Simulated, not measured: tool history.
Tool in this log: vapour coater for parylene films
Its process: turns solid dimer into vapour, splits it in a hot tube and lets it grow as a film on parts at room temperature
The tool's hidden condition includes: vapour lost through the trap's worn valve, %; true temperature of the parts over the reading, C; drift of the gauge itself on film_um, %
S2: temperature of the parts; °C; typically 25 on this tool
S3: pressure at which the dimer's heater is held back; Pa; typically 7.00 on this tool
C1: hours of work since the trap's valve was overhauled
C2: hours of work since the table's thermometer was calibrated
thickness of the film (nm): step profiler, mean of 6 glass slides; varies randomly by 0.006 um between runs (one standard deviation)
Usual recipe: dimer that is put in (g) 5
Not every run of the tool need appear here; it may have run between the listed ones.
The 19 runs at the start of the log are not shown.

Run 20, day 11.454: usual settings but dimer that is put in (g) 3, S3 7.38 Pa; C1 40; C2 641. Result: thickness of the film (nm) 599.
Run 21, day 12.350: usual settings but S2 22 °C, S3 7.57 Pa; C1 52; C2 654. Result: thickness of the film (nm) 1054.
Run 22, day 13.167: usual settings but S2 22 °C, S3 7.57 Pa; C1 64; C2 665. Result: thickness of the film (nm) 1058.
Run 23, day 13.842: usual settings but S2 22 °C, S3 7.57 Pa; C1 73; C2 674. Result: thickness of the film (nm) 1057.
Run 24, day 14.279: usual settings but S2 22 °C, S3 7.57 Pa; C1 79; C2 680. Result: thickness of the film (nm) 1064.
Run 25, day 14.933: usual settings but S2 22 °C, S3 7.57 Pa; C1 88; C2 689. Result: thickness of the film (nm) 1049.
Run 26, day 15.525: usual settings but S2 22 °C, S3 7.57 Pa; C1 96; C2 697. Result: thickness of the film (nm) 1050.
Run 27, day 16.229: usual settings but S2 22 °C, S3 7.57 Pa; C1 106; C2 707. Result: thickness of the film (nm) 1063.
Run 28, day 16.817: usual settings but dimer that is put in (g) 2, S3 6.51 Pa; C1 114; C2 715. Result: thickness of the film (nm) 414.
Run 29, day 17.504: usual settings but dimer that is put in (g) 4, S2 18 °C, S3 4.00 Pa; C1 123; C2 724. Result: thickness of the film (nm) 1073.
Run 30, day 18.029: usual settings but dimer that is put in (g) 4, S2 36 °C, S3 6.51 Pa; C1 130; C2 731. Result: thickness of the film (nm) 677.
Run 31, day 18.479: usual settings but dimer that is put in (g) 4, S2 33 °C, S3 5.49 Pa; C1 136; C2 738. Result: thickness of the film (nm) 734.
Run 32, day 19.196: usual settings but dimer that is put in (g) 4, S2 33 °C, S3 5.49 Pa; C1 146; C2 747. Result: thickness of the film (nm) 730.
Run 33, day 19.933: usual settings but dimer that is put in (g) 4, S2 21 °C, S3 7.16 Pa; C1 156; C2 757. Result: thickness of the film (nm) 875.
Run 34, day 20.704: usual settings but dimer that is put in (g) 4, S2 21 °C, S3 2.22 Pa; C1 167; C2 768. Result: thickness of the film (nm) 1166.
Run 35, day 21.517: usual settings but S2 21 °C, S3 2.66 Pa; C1 178; C2 779. Result: thickness of the film (nm) 1392.
Run 36, day 22.404: usual settings but S2 21 °C, S3 2.66 Pa; C1 190; C2 791. Result: thickness of the film (nm) 1396.

Consider 5 possible next runs. They are alternatives, not a sequence: every one starts from the tool as it was left by run 36. What does each give?
Run A, day 23.054: usual settings but S2 28 °C, S3 2.26 Pa; C1 199; C2 800. Result: thickness of the film (nm) ?.
Run B, day 23.054: usual settings but S2 28 °C, S3 6.85 Pa; C1 199; C2 800. Result: thickness of the film (nm) ?.
Run C, day 23.054: usual settings but S2 30 °C, S3 5.52 Pa; C1 199; C2 800. Result: thickness of the film (nm) ?.
Run D, day 23.054: usual settings but dimer that is put in (g) 4; C1 199; C2 800. Result: thickness of the film (nm) ?.
Run E, day 23.054: usual settings but dimer that is put in (g) 4, S2 26 °C; C1 199; C2 800. Result: thickness of the film (nm) ?.

run  thickness of the film (nm)
  A                        1267
  B                         972
  C                         989
  D                         818
  E                         805
Without the tool's hidden state the same runs would have given:
run  thickness of the film (nm)
  A                        1269
  B                         973
  C                         991
  D                         820
  E                         806

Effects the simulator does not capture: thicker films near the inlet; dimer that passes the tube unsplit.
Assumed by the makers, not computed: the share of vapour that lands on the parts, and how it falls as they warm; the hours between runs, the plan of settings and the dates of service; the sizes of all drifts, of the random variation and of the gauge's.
